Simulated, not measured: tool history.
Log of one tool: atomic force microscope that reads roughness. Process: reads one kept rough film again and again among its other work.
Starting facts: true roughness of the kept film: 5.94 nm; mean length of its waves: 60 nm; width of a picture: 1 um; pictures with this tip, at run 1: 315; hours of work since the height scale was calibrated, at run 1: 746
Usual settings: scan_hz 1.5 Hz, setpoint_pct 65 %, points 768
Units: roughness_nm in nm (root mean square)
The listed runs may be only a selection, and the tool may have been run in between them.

run,hour,scan_hz,setpoint_pct,points,pictures with this tip,hours of work since the height scale was calibrated,roughness_nm
1,0,1.5,65,768,315,746,5.556
2,17.2,0.62,65,768,350,759,5.63
# hour 28: new tip fitted
3,33.5,1.5,65,768,11,771,5.576
4,50.5,1.5,65,432,46,783,5.549
5,75.4,1.5,65,432,97,802,5.529
6,91.6,0.65,65,768,130,813,5.626
7,114.7,1.5,63,768,177,830,5.567
8,133.3,1.5,63,768,215,844,5.595
9,152.2,1.5,63,768,254,858,5.608
10,177,1.5,65,768,305,876,5.596
11,203.5,1.5,65,768,359,896,5.549
# hour 210.3: new tip fitted
12,220.8,1.5,65,768,21,908,5.53
13,241.5,1.5,65,768,63,923,5.613
14,263.2,1.5,65,768,108,939,5.55
15,280,1.43,65,768,142,952,5.572
16,292.2,1.43,65,768,167,960,5.627
17,319.8,1.43,65,768,223,981,5.551
18,333.4,1.94,59,394,251,991,5.587
19,361.5,1.26,66,344,309,1011,5.575
20,375.9,1.26,66,344,338,1022,5.549
# hour 390.5: new tip fitted
21,391.7,1.26,66,301,3,1033,5.58
22,405.1,1.26,66,301,30,1043,5.558
23,424.8,1.26,66,301,70,1058,5.542
24,439,3.71,67,768,99,1068,5.323
25,467.3,3.71,67,768,157,1089,5.384
26,496.5,3.71,67,768,217,1110,5.397
27,515.5,3.46,55,613,256,1124,5.543
28,542.3,3.46,55,613,310,1144,5.543
29,560,1.5,58,689,347,1157,5.622
# hour 571.5: new tip fitted
30,575.4,1.78,65,330,8,1168,5.555
31,587.5,1.2,65,352,33,1177,5.557
32,606.8,1.5,57,258,72,1191,5.56

Expected results for the next run?
33,625,1.5,57,258,110,1204,?

Run 33 yielded roughness_nm 5.579 nm (root mean square).
With no hidden state in the tool, this same run would have given roughness_nm 5.581 nm (root mean square).
